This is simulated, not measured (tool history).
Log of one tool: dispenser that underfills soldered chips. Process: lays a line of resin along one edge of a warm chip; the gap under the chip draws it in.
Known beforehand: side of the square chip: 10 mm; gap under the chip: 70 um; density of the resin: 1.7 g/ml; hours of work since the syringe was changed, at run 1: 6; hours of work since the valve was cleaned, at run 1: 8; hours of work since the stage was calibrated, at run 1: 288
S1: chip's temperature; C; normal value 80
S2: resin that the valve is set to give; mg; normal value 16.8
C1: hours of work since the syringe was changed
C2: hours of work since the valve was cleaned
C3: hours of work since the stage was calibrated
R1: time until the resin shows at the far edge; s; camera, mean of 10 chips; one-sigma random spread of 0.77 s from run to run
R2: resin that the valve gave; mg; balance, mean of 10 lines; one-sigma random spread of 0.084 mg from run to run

run,hour,S1,S2,C1,C2,C3,R1,R2
1,0,80,16.8,6,8,288,102.3,16.79
# hour 2.1: new syringe of resin
2,10.4,80,16.8,7,16,296,105.9,16.49
# hour 12.1: new syringe of resin
3,17.6,80,16.8,4,21,301,93.1,16.58
# hour 21.9: new syringe of resin
4,30.4,80,16.8,7,31,311,107.5,16.28
# hour 31.6: new syringe of resin
5,39.2,80,16.8,6,38,318,104,16.18
# hour 41.6: new syringe of resin
6,45.3,80,16.8,3,42,322,88.8,16.04
# hour 51.9: new syringe of resin
7,52.9,88,16.8,1,48,328,55.7,16.08
# hour 61.5: new syringe of resin
8,62,88,16.8,0,55,335,54.7,16.03
# hour 71.8: new syringe of resin
9,72.6,88,21.1,1,63,343,53.8,19.85
# hour 81.9: new syringe of resin
10,84.5,88,21.1,2,72,352,57.9,19.53
# hour 91.6: new syringe of resin
11,96.9,80,18.3,4,82,362,92.5,16.76
# hour 102: new syringe of resin
12,107.2,80,19.7,4,90,370,92,17.99
# hour 112: new syringe of resin
# hour 117.6: dispensing valve cleaned and set on the balance
13,118.9,80,19.7,5,1,378,94.2,19.69
# hour 123: new syringe of resin
14,129.7,80,19.7,5,9,386,98.6,19.67
# hour 132.9: new syringe of resin
15,140.8,80,19.7,6,18,395,101.6,19.21
# hour 142.9: new syringe of resin
16,151.8,80,19.7,7,26,403,108.3,19.19
# hour 153.1: new syringe of resin
17,160.4,80,19.7,6,33,410,100.4,19.01
# hour 162.6: new syringe of resin
18,169.4,80,19.7,5,40,417,100,18.9
# hour 172.3: new syringe of resin
19,177.5,80,20.1,4,46,423,93.5,19.2
# hour 182.1: new syringe of resin
20,185.3,93,21.8,3,52,429,49.5,20.44
# hour 191.8: new syringe of resin
21,196.2,93,21.8,3,60,437,52.7,20.33
# hour 202.1: new syringe of resin
22,204.2,68,21,2,66,443,138.1,19.61
23,210.2,72,21.6,6,71,448,147.6,20.06
# hour 212.2: new syringe of resin
24,220,81,18.9,6,78,455,100,17.38
# hour 222.3: new syringe of resin
25,228.8,81,18.9,5,85,462,96.8,17.22
# hour 232: new syringe of resin
26,237.2,91,16.7,4,92,469,62.5,15.17
# hour 241.7: new syringe of resin
# hour 245.9: dispensing valve cleaned and set on the balance
27,246,93,15.9,3,0,474,51.1,15.83
# hour 252.4: new syringe of resin
28,252.4,93,15.9,0,5,479,44.9,15.92
29,261.2,69,17.2,7,12,486,182.7,17.12
# hour 262.4: new syringe of resin
30,269.6,72,17.2,6,18,493,150.9,16.89
# hour 272.1: new syringe of resin
# hour 281.7: new syringe of resin
31,281.7,72,17.2,0,27,502,110.2,16.88
32,288.9,72,17.2,6,33,507,147.2,16.69
# hour 291.8: new syringe of resin
33,299.4,90,16.1,6,41,515,71.3,15.48
# hour 301.6: new syringe of resin
# hour 311.4: new syringe of resin
34,311.4,67,15.2,0,50,524,143.8,14.41

Hidden state at the last listed run before each entry between runs and at the first one after, where it differs:
In the gap between runs 1 and 2: new syringe of resin (hour 2.1)
  resin's viscosity, % of fresh resin's: 136.2 -> 140; dose that the valve gives, % of what is set: 99.03 -> 98.33; true chip temperature over the reading, C: -1.22 -> -1.26
  difference, measured minus the result without the unlogged condition, R1: +31.2 -> +34.6 s; R2: -0.17 -> -0.28 mg
In the gap between runs 2 and 3: new syringe of resin (hour 12.1)
  resin's viscosity, % of fresh resin's: 140 -> 124.2; dose that the valve gives, % of what is set: 98.33 -> 97.84; true chip temperature over the reading, C: -1.26 -> -1.28
  difference, measured minus the result without the unlogged condition, R1: +34.6 -> +22.4 s; R2: -0.28 -> -0.37 mg
In the gap between runs 3 and 4: new syringe of resin (hour 21.9)
  resin's viscosity, % of fresh resin's: 124.2 -> 143.3; dose that the valve gives, % of what is set: 97.84 -> 96.87; true chip temperature over the reading, C: -1.28 -> -1.33
  difference, measured minus the result without the unlogged condition, R1: +22.4 -> +37.3 s; R2: -0.37 -> -0.53 mg
In the gap between runs 4 and 5: new syringe of resin (hour 31.6)
  resin's viscosity, % of fresh resin's: 143.3 -> 137.5; dose that the valve gives, % of what is set: 96.87 -> 96.16; true chip temperature over the reading, C: -1.33 -> -1.36
  difference, measured minus the result without the unlogged condition, R1: +37.3 -> +33.3 s; R2: -0.53 -> -0.65 mg
In the gap between runs 5 and 6: new syringe of resin (hour 41.6)
  resin's viscosity, % of fresh resin's: 137.5 -> 117.1; dose that the valve gives, % of what is set: 96.16 -> 95.7; true chip temperature over the reading, C: -1.36 -> -1.38
  difference, measured minus the result without the unlogged condition, R1: +33.3 -> +18.1 s; R2: -0.65 -> -0.72 mg
In the gap between runs 6 and 7: new syringe of resin (hour 51.9)
  resin's viscosity, % of fresh resin's: 117.1 -> 103.3; dose that the valve gives, % of what is set: 95.7 -> 95.16; true chip temperature over the reading, C: -1.38 -> -1.41
  difference, measured minus the result without the unlogged condition, R1: +18.1 -> +5.4 s; R2: -0.72 -> -0.81 mg
In the gap between runs 7 and 8: new syringe of resin (hour 61.5)
  resin's viscosity, % of fresh resin's: 103.3 -> 99.9; dose that the valve gives, % of what is set: 95.16 -> 94.49; true chip temperature over the reading, C: -1.41 -> -1.44
  difference, measured minus the result without the unlogged condition, R1: +5.4 -> +3.8 s; R2: -0.81 -> -0.92 mg
In the gap between runs 8 and 9: new syringe of resin (hour 71.8)
  resin's viscosity, % of fresh resin's: 99.9 -> 102.3; dose that the valve gives, % of what is set: 94.49 -> 93.72; true chip temperature over the reading, C: -1.44 -> -1.48
  difference, measured minus the result without the unlogged condition, R1: +3.8 -> +4.6 s; R2: -0.92 -> -1.33 mg
In the gap between runs 9 and 10: new syringe of resin (hour 81.9)
  resin's viscosity, % of fresh resin's: 102.3 -> 111.5; dose that the valve gives, % of what is set: 93.72 -> 92.82; true chip temperature over the reading, C: -1.48 -> -1.52
  difference, measured minus the result without the unlogged condition, R1: +4.6 -> +9.4 s; R2: -1.33 -> -1.51 mg
In the gap between runs 10 and 11: new syringe of resin (hour 91.6)
  resin's viscosity, % of fresh resin's: 111.5 -> 122.9; dose that the valve gives, % of what is set: 92.82 -> 91.9; true chip temperature over the reading, C: -1.52 -> -1.56
  difference, measured minus the result without the unlogged condition, R1: +9.4 -> +23.1 s; R2: -1.51 -> -1.49 mg
In the gap between runs 11 and 12: new syringe of resin (hour 102)
  resin's viscosity, % of fresh resin's: 122.9 -> 123.3; dose that the valve gives, % of what is set: 91.9 -> 91.22; true chip temperature over the reading, C: -1.56 -> -1.6
  difference, measured minus the result without the unlogged condition, R1: +23.1 -> +23.1 s; R2: -1.49 -> -1.73 mg
In the gap between runs 12 and 13: new syringe of resin (hour 112); dispensing valve cleaned and set on the balance (hour 117.6)
  resin's viscosity, % of fresh resin's: 123.3 -> 127.4; dose that the valve gives, % of what is set: 91.22 -> 99.58; true chip temperature over the reading, C: -1.6 -> -1.63
  difference, measured minus the result without the unlogged condition, R1: +23.1 -> +25.3 s; R2: -1.73 -> -0.09 mg
In the gap between runs 13 and 14: new syringe of resin (hour 123)
  resin's viscosity, % of fresh resin's: 127.4 -> 129.1; dose that the valve gives, % of what is set: 99.58 -> 98.76; true chip temperature over the reading, C: -1.63 -> -1.67
  difference, measured minus the result without the unlogged condition, R1: +25.3 -> +27.6 s; R2: -0.09 -> -0.24 mg
In the gap between runs 14 and 15: new syringe of resin (hour 132.9)
  resin's viscosity, % of fresh resin's: 129.1 -> 137.4; dose that the valve gives, % of what is set: 98.76 -> 97.94; true chip temperature over the reading, C: -1.67 -> -1.71
  difference, measured minus the result without the unlogged condition, R1: +27.6 -> +33 s; R2: -0.24 -> -0.4 mg
In the gap between runs 15 and 16: new syringe of resin (hour 142.9)
  resin's viscosity, % of fresh resin's: 137.4 -> 143.3; dose that the valve gives, % of what is set: 97.94 -> 97.1; true chip temperature over the reading, C: -1.71 -> -1.74
  difference, measured minus the result without the unlogged condition, R1: +33 -> +38.4 s; R2: -0.4 -> -0.58 mg
In the gap between runs 16 and 17: new syringe of resin (hour 153.1)
  resin's viscosity, % of fresh resin's: 143.3 -> 135.3; dose that the valve gives, % of what is set: 97.1 -> 96.47; true chip temperature over the reading, C: -1.74 -> -1.77
  difference, measured minus the result without the unlogged condition, R1: +38.4 -> +31.8 s; R2: -0.58 -> -0.69 mg
In the gap between runs 17 and 18: new syringe of resin (hour 162.6)
  resin's viscosity, % of fresh resin's: 135.3 -> 132; dose that the valve gives, % of what is set: 96.47 -> 95.82; true chip temperature over the reading, C: -1.77 -> -1.81
  difference, measured minus the result without the unlogged condition, R1: +31.8 -> +30.1 s; R2: -0.69 -> -0.82 mg
In the gap between runs 18 and 19: new syringe of resin (hour 172.3)
  resin's viscosity, % of fresh resin's: 132 -> 123.1; dose that the valve gives, % of what is set: 95.82 -> 95.2; true chip temperature over the reading, C: -1.81 -> -1.83
  difference, measured minus the result without the unlogged condition, R1: +30.1 -> +23.7 s; R2: -0.82 -> -0.97 mg
In the gap between runs 19 and 20: new syringe of resin (hour 182.1)
  resin's viscosity, % of fresh resin's: 123.1 -> 116.8; dose that the valve gives, % of what is set: 95.2 -> 94.67; true chip temperature over the reading, C: -1.83 -> -1.86
  difference, measured minus the result without the unlogged condition, R1: +23.7 -> +10.3 s; R2: -0.97 -> -1.15 mg
In the gap between runs 20 and 21: new syringe of resin (hour 191.8)
  resin's viscosity, % of fresh resin's: 116.8 -> 118.6; dose that the valve gives, % of what is set: 94.67 -> 93.9; true chip temperature over the reading, C: -1.86 -> -1.9
  difference, measured minus the result without the unlogged condition, R1: +10.3 -> +11.6 s; R2: -1.15 -> -1.31 mg
In the gap between runs 21 and 22: new syringe of resin (hour 202.1)
  resin's viscosity, % of fresh resin's: 118.6 -> 107.3; dose that the valve gives, % of what is set: 93.9 -> 93.33; true chip temperature over the reading, C: -1.9 -> -1.92
  difference, measured minus the result without the unlogged condition, R1: +11.6 -> +21 s; R2: -1.31 -> -1.4 mg
In the gap between runs 23 and 24: new syringe of resin (hour 212.2)
  resin's viscosity, % of fresh resin's: 136.7 -> 137; dose that the valve gives, % of what is set: 92.89 -> 92.19; true chip temperature over the reading, C: -1.94 -> -1.98
  difference, measured minus the result without the unlogged condition, R1: +49.1 -> +33.8 s; R2: -1.53 -> -1.48 mg
In the gap between runs 24 and 25: new syringe of resin (hour 222.3)
  resin's viscosity, % of fresh resin's: 137 -> 131; dose that the valve gives, % of what is set: 92.19 -> 91.62; true chip temperature over the reading, C: -1.98 -> -2.01
  difference, measured minus the result without the unlogged condition, R1: +33.8 -> +29.9 s; R2: -1.48 -> -1.59 mg
In the gap between runs 25 and 26: new syringe of resin (hour 232)
  resin's viscosity, % of fresh resin's: 131 -> 125.8; dose that the valve gives, % of what is set: 91.62 -> 91.04; true chip temperature over the reading, C: -2.01 -> -2.04
  difference, measured minus the result without the unlogged condition, R1: +29.9 -> +17.9 s; R2: -1.59 -> -1.49 mg
In the gap between runs 26 and 27: new syringe of resin (hour 241.7); dispensing valve cleaned and set on the balance (hour 245.9)
  resin's viscosity, % of fresh resin's: 125.8 -> 112; dose that the valve gives, % of what is set: 91.04 -> 100.07; true chip temperature over the reading, C: -2.04 -> -2.07
  difference, measured minus the result without the unlogged condition, R1: +17.9 -> +9.2 s; R2: -1.49 -> +0.01 mg
In the gap between runs 27 and 28: new syringe of resin (hour 252.4)
  resin's viscosity, % of fresh resin's: 112 -> 99.5; dose that the valve gives, % of what is set: 100.07 -> 99.65; true chip temperature over the reading, C: -2.07 -> -2.09
  difference, measured minus the result without the unlogged condition, R1: +9.2 -> +3.4 s; R2: +0.01 -> -0.05 mg
In the gap between runs 29 and 30: new syringe of resin (hour 262.4)
  resin's viscosity, % of fresh resin's: 142 -> 135.5; dose that the valve gives, % of what is set: 99 -> 98.4; true chip temperature over the reading, C: -2.13 -> -2.16
  difference, measured minus the result without the unlogged condition, R1: +66.4 -> +50.2 s; R2: -0.18 -> -0.28 mg
In the gap between runs 30 and 31: new syringe of resin (hour 272.1); new syringe of resin (hour 281.7)
  resin's viscosity, % of fresh resin's: 135.5 -> 99.5; dose that the valve gives, % of what is set: 98.4 -> 97.64; true chip temperature over the reading, C: -2.16 -> -2.2
  difference, measured minus the result without the unlogged condition, R1: +50.2 -> +10.4 s; R2: -0.28 -> -0.41 mg
In the gap between runs 32 and 33: new syringe of resin (hour 291.8)
  resin's viscosity, % of fresh resin's: 133.4 -> 137.7; dose that the valve gives, % of what is set: 97.11 -> 96.35; true chip temperature over the reading, C: -2.22 -> -2.26
  difference, measured minus the result without the unlogged condition, R1: +47.9 -> +24.6 s; R2: -0.5 -> -0.59 mg
In the gap between runs 33 and 34: new syringe of resin (hour 301.6); new syringe of resin (hour 311.4)
  resin's viscosity, % of fresh resin's: 137.7 -> 99; dose that the valve gives, % of what is set: 96.35 -> 95.51; true chip temperature over the reading, C: -2.26 -> -2.3
  difference, measured minus the result without the unlogged condition, R1: +24.6 -> +15.3 s; R2: -0.59 -> -0.68 mg

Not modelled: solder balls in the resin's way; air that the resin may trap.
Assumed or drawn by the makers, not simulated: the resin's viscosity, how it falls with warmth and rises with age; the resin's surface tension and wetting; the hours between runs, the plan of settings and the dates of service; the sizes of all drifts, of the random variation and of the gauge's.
